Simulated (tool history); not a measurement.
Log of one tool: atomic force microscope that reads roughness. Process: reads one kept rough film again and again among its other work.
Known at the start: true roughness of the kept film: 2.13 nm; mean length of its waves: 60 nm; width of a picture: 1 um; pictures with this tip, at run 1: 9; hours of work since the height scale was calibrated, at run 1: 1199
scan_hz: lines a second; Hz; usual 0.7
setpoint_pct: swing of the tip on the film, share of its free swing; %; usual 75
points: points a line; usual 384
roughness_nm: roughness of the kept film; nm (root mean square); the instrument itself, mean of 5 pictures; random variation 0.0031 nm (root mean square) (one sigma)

run	day	scan_hz	setpoint_pct	points	pictures with this tip	hours of work since the height scale was calibrated	roughness_nm
1	0	0.7	75	384	9	1199	1.993
2	1.221	0.7	75	384	56	1214	1.978
3	2.942	0.7	75	384	123	1237	1.96
4	4.15	0.7	75	384	170	1252	1.958
5	5.525	0.7	75	384	223	1270	1.943
# day 6.675: new tip fitted
6	7.596	3.092	75	384	36	1296	1.661
7	8.883	0.7	75	384	86	1313	1.974
# day 9.075: height scale calibrated on a step standard
8	11.229	0.7	75	384	176	28	1.962
9	13.342	0.7	75	384	257	55	1.94
# day 13.671: new tip fitted
10	14.554	0.7	75	384	35	70	2
11	17.067	0.7	75	384	132	103	1.97
12	19.038	0.866	75	384	208	128	1.935
# day 20.217: height scale calibrated on a step standard, once more
# day 20.642: new tip fitted
13	21.454	0.866	75	384	32	16	1.921
14	23.896	2.519	56	889	126	47	1.914
15	25.321	1.873	81	633	181	66	1.671
16	26.417	1.873	81	633	224	80	1.66
# day 27.583: new tip fitted
17	27.812	1.873	81	633	9	97	1.707
18	29.038	1.771	57	384	57	113	1.97
19	30.138	0.617	75	384	99	127	1.951
20	31.525	0.582	65	782	153	145	1.988
21	33.558	0.7	88	414	232	172	1.817
# day 34.546: new tip fitted
22	34.796	0.7	75	259	10	187	1.956
23	37.342	1.302	85	319	109	220	1.729
24	39.304	3.763	55	657	185	245	1.866
25	40.546	0.578	58	331	233	261	1.987

The same runs without the tool's hidden state, with the same run-to-run variation:
The hidden state here: radius of the tip, nm; height scale over the true one, %; drift of the gauge itself on roughness_nm, %.
run	roughness_nm
1	1.96
2	1.956
3	1.954
4	1.963
5	1.959
6	1.64
7	1.959
8	1.96
9	1.958
10	1.962
11	1.956
12	1.938
13	1.929
14	1.942
15	1.706
16	1.703
17	1.706
18	1.981
19	1.97
20	2.021
21	1.866
22	1.953
23	1.749
24	1.905
25	2.04
